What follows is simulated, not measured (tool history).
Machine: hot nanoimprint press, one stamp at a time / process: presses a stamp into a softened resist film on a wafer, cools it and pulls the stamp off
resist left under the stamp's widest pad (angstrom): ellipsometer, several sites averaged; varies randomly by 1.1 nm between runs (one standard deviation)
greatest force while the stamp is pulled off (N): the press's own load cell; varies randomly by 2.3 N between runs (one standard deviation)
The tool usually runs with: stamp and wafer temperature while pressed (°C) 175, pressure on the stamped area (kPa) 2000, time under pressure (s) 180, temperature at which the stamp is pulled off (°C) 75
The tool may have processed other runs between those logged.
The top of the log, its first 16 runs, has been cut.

| run | hour | stamp and wafer temperature while pressed (°C) | pressure on the stamped area (kPa) | time under pressure (s) | temperature at which the stamp is pulled off (°C) | hours of work since the thermocouple was calibrated | imprints on the stamp's release coat | hours of work since the press's seals were changed | resist left under the stamp's widest pad (angstrom) | greatest force while the stamp is pulled off (N) |
|---|---|---|---|---|---|---|---|---|---|---|
|  | 675.7 | press's hydraulic seals changed and the load cell set to zero |
| 17 | 688.8 | 175 | 1630 | 180 | 75 | 155 | 764 | 7 | 2067 | 123 |
|  | 701.5 | plate thermocouple calibrated, once more |
| 18 | 723.7 | 175 | 1630 | 180 | 75 | 12 | 869 | 25 | 1857 | 120 |
|  | 737.8 | stamp cleaned and given a new release coat |
| 19 | 755.0 | 175 | 1630 | 180 | 75 | 26 | 56 | 38 | 1847 | 103 |
| 20 | 799.3 | 183 | 1740 | 102 | 78 | 50 | 202 | 63 | 1570 | 101 |
| 21 | 849.3 | 183 | 2590 | 141 | 70 | 78 | 367 | 90 | 1158 | 124 |
| 22 | 901.8 | 171 | 1270 | 180 | 75 | 106 | 540 | 119 | 2421 | 109 |
| 23 | 941.2 | 175 | 2000 | 356 | 80 | 128 | 670 | 140 | 1348 | 104 |
| 24 | 972.4 | 175 | 2000 | 356 | 80 | 145 | 772 | 157 | 1365 | 100 |
|  | 1012.9 | stamp cleaned and given a new release coat |
| 25 | 1012.9 | 175 | 2000 | 179 | 74 | 164 | 0 | 176 | 1748 | 108 |
| 26 | 1039.1 | 175 | 2000 | 169 | 74 | 178 | 86 | 190 | 1795 | 111 |

Predict the results of run 27:
| 27 | 1064.0 | 175 | 2000 | 169 | 74 | 192 | 169 | 204 | ? | ? |

resist left under the stamp's widest pad (angstrom): 1806
greatest force while the stamp is pulled off (N): 107
Had the tool carried no hidden state, the very same run would have given resist left under the stamp's widest pad (angstrom) 1770, greatest force while the stamp is pulled off (N) 104.
